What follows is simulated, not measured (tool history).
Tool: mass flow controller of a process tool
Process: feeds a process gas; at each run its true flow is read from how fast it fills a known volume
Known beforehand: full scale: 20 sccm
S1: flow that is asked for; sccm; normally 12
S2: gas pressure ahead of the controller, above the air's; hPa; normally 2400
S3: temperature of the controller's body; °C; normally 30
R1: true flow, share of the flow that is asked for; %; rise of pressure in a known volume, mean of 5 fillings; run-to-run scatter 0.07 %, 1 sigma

run 1 hour=0.0 | S1=12 S2=2400 S3=30 | R1=98.79
run 2 hour=228.0 | S1=12 S2=2400 S3=30 | R1=98.74
run 3 hour=709.6 | S1=13 S2=2400 S3=30 | R1=98.94
run 4 hour=1031.4 | S1=12 S2=1950 S3=30 | R1=98.47
run 5 hour=1264.8 | S1=12 S2=1950 S3=30 | R1=98.54
run 6 hour=1684.9 | S1=12 S2=1950 S3=30 | R1=98.55
run 7 hour=2065.3 | S1=12 S2=1950 S3=27 | R1=98.66
run 8 hour=2508.7 | S1=12 S2=1950 S3=33 | R1=98.36
run 9 hour=2924.9 | S1=12 S2=1950 S3=33 | R1=98.46
run 10 hour=3312.7 | S1=12 S2=2400 S3=30 | R1=98.69
run 11 hour=3642.9 | S1=12 S2=2400 S3=30 | R1=98.55
run 12 hour=4159.0 | S1=12 S2=2400 S3=30 | R1=98.60
run 13 hour=4440.4 | S1=12 S2=2400 S3=25 | R1=98.71
run 14 hour=4685.6 | S1=12 S2=2400 S3=25 | R1=98.71
run 15 hour=5091.1 | S1=12 S2=2400 S3=25 | R1=98.66
run 16 hour=5395.6 | S1=4 S2=2400 S3=30 | R1=94.89
run 17 hour=5783.4 | S1=4 S2=2400 S3=30 | R1=94.91
run 18 hour=6111.5 | S1=11 S2=2400 S3=30 | R1=98.36
run 19 hour=6605.7 | S1=12 S2=2400 S3=30 | R1=98.60
run 20 hour=6824.6 | S1=12 S2=2400 S3=23 | R1=98.58
-- hour=7186.3 controller's zero set anew
run 21 hour=7223.9 | S1=13 S2=2400 S3=30 | R1=98.09
run 22 hour=7715.5 | S1=12 S2=2400 S3=27 | R1=97.96
run 23 hour=7946.4 | S1=12 S2=2400 S3=27 | R1=98.16
run 24 hour=8336.4 | S1=12 S2=2400 S3=30 | R1=98.01
run 25 hour=8812.1 | S1=12 S2=2400 S3=25 | R1=97.95
run 26 hour=9066.0 | S1=12 S2=2400 S3=25 | R1=97.94
run 27 hour=9477.7 | S1=9 S2=2480 S3=32 | R1=96.84
-- hour=9858.6 controller's zero set anew, once more
run 28 hour=9957.3 | S1=3 S2=1960 S3=22 | R1=99.38
run 29 hour=10391.1 | S1=18 S2=2020 S3=26 | R1=101.03
run 30 hour=10687.4 | S1=18 S2=2020 S3=26 | R1=101.02
run 31 hour=11055.5 | S1=18 S2=2020 S3=26 | R1=100.92
run 32 hour=11439.7 | S1=15 S2=2160 S3=30 | R1=100.32

The next listed run, before its measurement:
run 33 hour=11835.7 | S1=12 S2=2400 S3=35 | R1=?

{"run 33": {"R1": 100.17}}
Without the tool's hidden state the same run would have given R1 99.13 %.
